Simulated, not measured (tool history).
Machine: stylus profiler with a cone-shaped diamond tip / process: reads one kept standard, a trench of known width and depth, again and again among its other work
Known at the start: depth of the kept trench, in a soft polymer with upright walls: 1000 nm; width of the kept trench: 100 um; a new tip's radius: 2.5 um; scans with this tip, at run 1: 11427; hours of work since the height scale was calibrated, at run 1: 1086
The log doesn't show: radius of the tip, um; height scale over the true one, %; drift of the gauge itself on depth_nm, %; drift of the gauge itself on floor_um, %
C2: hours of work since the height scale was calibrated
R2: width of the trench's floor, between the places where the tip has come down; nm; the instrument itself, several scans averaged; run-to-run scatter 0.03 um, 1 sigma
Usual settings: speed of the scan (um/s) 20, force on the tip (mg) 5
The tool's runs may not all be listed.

run 1 hour=0 | speed_of_the_scan_(um/s)=20 force_on_the_tip_(mg)=5 | scans_with_this_tip=11427 C2=1086 | depth_of_the_trench_(Å)=10288.8 R2=95330
run 2 hour=31.4 | speed_of_the_scan_(um/s)=16 force_on_the_tip_(mg)=5 | scans_with_this_tip=11614 C2=1104 | depth_of_the_trench_(Å)=10291.9 R2=95280
run 3 hour=98.9 | speed_of_the_scan_(um/s)=16 force_on_the_tip_(mg)=5 | scans_with_this_tip=12015 C2=1142 | depth_of_the_trench_(Å)=10293.6 R2=95290
run 4 hour=154.9 | speed_of_the_scan_(um/s)=16 force_on_the_tip_(mg)=5 | scans_with_this_tip=12348 C2=1173 | depth_of_the_trench_(Å)=10289.7 R2=95270
run 5 hour=188 | speed_of_the_scan_(um/s)=16 force_on_the_tip_(mg)=5 | scans_with_this_tip=12544 C2=1192 | depth_of_the_trench_(Å)=10293.7 R2=95280
run 6 hour=239.8 | speed_of_the_scan_(um/s)=16 force_on_the_tip_(mg)=5 | scans_with_this_tip=12852 C2=1221 | depth_of_the_trench_(Å)=10292.8 R2=95240
run 7 hour=288.6 | speed_of_the_scan_(um/s)=16 force_on_the_tip_(mg)=5 | scans_with_this_tip=13142 C2=1249 | depth_of_the_trench_(Å)=10292.4 R2=95220
run 8 hour=344.4 | speed_of_the_scan_(um/s)=20 force_on_the_tip_(mg)=5.73 | scans_with_this_tip=13473 C2=1280 | depth_of_the_trench_(Å)=10318.8 R2=95190
run 9 hour=399.8 | speed_of_the_scan_(um/s)=20 force_on_the_tip_(mg)=5.73 | scans_with_this_tip=13802 C2=1312 | depth_of_the_trench_(Å)=10320.8 R2=95160
run 10 hour=467.4 | speed_of_the_scan_(um/s)=20 force_on_the_tip_(mg)=5.73 | scans_with_this_tip=14204 C2=1350 | depth_of_the_trench_(Å)=10322 R2=95120
-- hour=510.3 height scale calibrated on a step standard
run 11 hour=526.7 | speed_of_the_scan_(um/s)=20 force_on_the_tip_(mg)=5.73 | scans_with_this_tip=14553 C2=9 | depth_of_the_trench_(Å)=10337.5 R2=95110
run 12 hour=557.3 | speed_of_the_scan_(um/s)=20 force_on_the_tip_(mg)=5.73 | scans_with_this_tip=14735 C2=27 | depth_of_the_trench_(Å)=10336.1 R2=95140
run 13 hour=599.2 | speed_of_the_scan_(um/s)=20 force_on_the_tip_(mg)=5.73 | scans_with_this_tip=14984 C2=50 | depth_of_the_trench_(Å)=10337.1 R2=95100
-- hour=637.7 height scale calibrated on a step standard, once more
run 14 hour=649.8 | speed_of_the_scan_(um/s)=20 force_on_the_tip_(mg)=5 | scans_with_this_tip=15282 C2=7 | depth_of_the_trench_(Å)=10273.6 R2=95080
run 15 hour=701.1 | speed_of_the_scan_(um/s)=20 force_on_the_tip_(mg)=7.95 | scans_with_this_tip=15586 C2=36 | depth_of_the_trench_(Å)=10371.3 R2=95040
run 16 hour=748.5 | speed_of_the_scan_(um/s)=20 force_on_the_tip_(mg)=5 | scans_with_this_tip=15868 C2=63 | depth_of_the_trench_(Å)=10276.2 R2=95030
run 17 hour=778.4 | speed_of_the_scan_(um/s)=20 force_on_the_tip_(mg)=5 | scans_with_this_tip=16046 C2=79 | depth_of_the_trench_(Å)=10275.8 R2=95060
run 18 hour=835.1 | speed_of_the_scan_(um/s)=20 force_on_the_tip_(mg)=5 | scans_with_this_tip=16382 C2=111 | depth_of_the_trench_(Å)=10276.5 R2=95040
run 19 hour=872.2 | speed_of_the_scan_(um/s)=9 force_on_the_tip_(mg)=5 | scans_with_this_tip=16603 C2=132 | depth_of_the_trench_(Å)=10274.8 R2=95040
run 20 hour=934 | speed_of_the_scan_(um/s)=9 force_on_the_tip_(mg)=5 | scans_with_this_tip=16970 C2=167 | depth_of_the_trench_(Å)=10278.4 R2=94990
run 21 hour=1000.1 | speed_of_the_scan_(um/s)=9 force_on_the_tip_(mg)=5 | scans_with_this_tip=17363 C2=205 | depth_of_the_trench_(Å)=10278.9 R2=95000
run 22 hour=1039 | speed_of_the_scan_(um/s)=20 force_on_the_tip_(mg)=2.83 | scans_with_this_tip=17594 C2=227 | depth_of_the_trench_(Å)=10192.7 R2=94940
run 23 hour=1090.7 | speed_of_the_scan_(um/s)=20 force_on_the_tip_(mg)=2.83 | scans_with_this_tip=17901 C2=256 | depth_of_the_trench_(Å)=10192.8 R2=94910
run 24 hour=1152.1 | speed_of_the_scan_(um/s)=5 force_on_the_tip_(mg)=14.86 | scans_with_this_tip=18265 C2=290 | depth_of_the_trench_(Å)=10570.2 R2=94980
run 25 hour=1185.5 | speed_of_the_scan_(um/s)=5 force_on_the_tip_(mg)=2.24 | scans_with_this_tip=18464 C2=309 | depth_of_the_trench_(Å)=10167.2 R2=94910
run 26 hour=1255.6 | speed_of_the_scan_(um/s)=37 force_on_the_tip_(mg)=5 | scans_with_this_tip=18880 C2=349 | depth_of_the_trench_(Å)=10279.4 R2=94820
run 27 hour=1317.6 | speed_of_the_scan_(um/s)=67 force_on_the_tip_(mg)=3.16 | scans_with_this_tip=19248 C2=384 | depth_of_the_trench_(Å)=10209 R2=94640
run 28 hour=1364 | speed_of_the_scan_(um/s)=24 force_on_the_tip_(mg)=4.76 | scans_with_this_tip=19524 C2=410 | depth_of_the_trench_(Å)=10274.2 R2=94810
run 29 hour=1420.3 | speed_of_the_scan_(um/s)=5 force_on_the_tip_(mg)=3.7 | scans_with_this_tip=19859 C2=442 | depth_of_the_trench_(Å)=10233.2 R2=94800
run 30 hour=1491 | speed_of_the_scan_(um/s)=6 force_on_the_tip_(mg)=2.27 | scans_with_this_tip=20278 C2=482 | depth_of_the_trench_(Å)=10170.5 R2=94810
run 31 hour=1548.5 | speed_of_the_scan_(um/s)=8 force_on_the_tip_(mg)=5 | scans_with_this_tip=20620 C2=514 | depth_of_the_trench_(Å)=10284.7 R2=94840
run 32 hour=1589.8 | speed_of_the_scan_(um/s)=8 force_on_the_tip_(mg)=5 | scans_with_this_tip=20866 C2=537 | depth_of_the_trench_(Å)=10283.4 R2=94790
run 33 hour=1655.8 | speed_of_the_scan_(um/s)=8 force_on_the_tip_(mg)=2.52 | scans_with_this_tip=21258 C2=575 | depth_of_the_trench_(Å)=10183.4 R2=94710
run 34 hour=1721.2 | speed_of_the_scan_(um/s)=22 force_on_the_tip_(mg)=3.96 | scans_with_this_tip=21646 C2=612 | depth_of_the_trench_(Å)=10242.7 R2=94660
run 35 hour=1759.4 | speed_of_the_scan_(um/s)=22 force_on_the_tip_(mg)=3.96 | scans_with_this_tip=21873 C2=633 | depth_of_the_trench_(Å)=10245.5 R2=94730
run 36 hour=1795.3 | speed_of_the_scan_(um/s)=6 force_on_the_tip_(mg)=10.69 | scans_with_this_tip=22086 C2=653 | depth_of_the_trench_(Å)=10466.2 R2=94770
run 37 hour=1824 | speed_of_the_scan_(um/s)=13 force_on_the_tip_(mg)=5 | scans_with_this_tip=22257 C2=670 | depth_of_the_trench_(Å)=10282.3 R2=94720
run 38 hour=1861.3 | speed_of_the_scan_(um/s)=13 force_on_the_tip_(mg)=5 | scans_with_this_tip=22478 C2=691 | depth_of_the_trench_(Å)=10285.7 R2=94710
run 39 hour=1895.5 | speed_of_the_scan_(um/s)=62 force_on_the_tip_(mg)=4.42 | scans_with_this_tip=22682 C2=710 | depth_of_the_trench_(Å)=10266.9 R2=94490
run 40 hour=1928.9 | speed_of_the_scan_(um/s)=6 force_on_the_tip_(mg)=1.91 | scans_with_this_tip=22880 C2=729 | depth_of_the_trench_(Å)=10159.7 R2=94690
run 41 hour=1965.7 | speed_of_the_scan_(um/s)=10 force_on_the_tip_(mg)=1.91 | scans_with_this_tip=23099 C2=750 | depth_of_the_trench_(Å)=10159.5 R2=94660
run 42 hour=2034 | speed_of_the_scan_(um/s)=17 force_on_the_tip_(mg)=7.14 | scans_with_this_tip=23505 C2=788 | depth_of_the_trench_(Å)=10363.3 R2=94640
run 43 hour=2075.9 | speed_of_the_scan_(um/s)=12 force_on_the_tip_(mg)=5 | scans_with_this_tip=23753 C2=812 | depth_of_the_trench_(Å)=10286.2 R2=94620
run 44 hour=2144.6 | speed_of_the_scan_(um/s)=35 force_on_the_tip_(mg)=5 | scans_with_this_tip=24162 C2=851 | depth_of_the_trench_(Å)=10287.6 R2=94560
run 45 hour=2208.4 | speed_of_the_scan_(um/s)=17 force_on_the_tip_(mg)=6.73 | scans_with_this_tip=24540 C2=887 | depth_of_the_trench_(Å)=10351.5 R2=94520
run 46 hour=2255.4 | speed_of_the_scan_(um/s)=22 force_on_the_tip_(mg)=2.08 | scans_with_this_tip=24820 C2=913 | depth_of_the_trench_(Å)=10167.8 R2=94530

Describe how what the log doesn't record of the tool's condition differs between the last listed run preceding each entry between runs and the first listed run following it.
Logged between run 10 and run 11: height scale calibrated on a step standard (hour 510.3)
  radius of the tip, um: 3.36 -> 3.39; height scale over the true one, %: 0.228 -> 0.365
  what was measured, less what the result would be without the hidden state, depth of the trench (Å): +23.6 -> +37.7; R2: -790 -> -810 nm
Logged between run 13 and run 14: height scale calibrated on a step standard, once more (hour 637.7)
  radius of the tip, um: 3.42 -> 3.44; height scale over the true one, %: 0.373 -> 0.015
  what was measured, less what the result would be without the hidden state, depth of the trench (Å): +38.4 -> +1.5; R2: -840 -> -850 nm
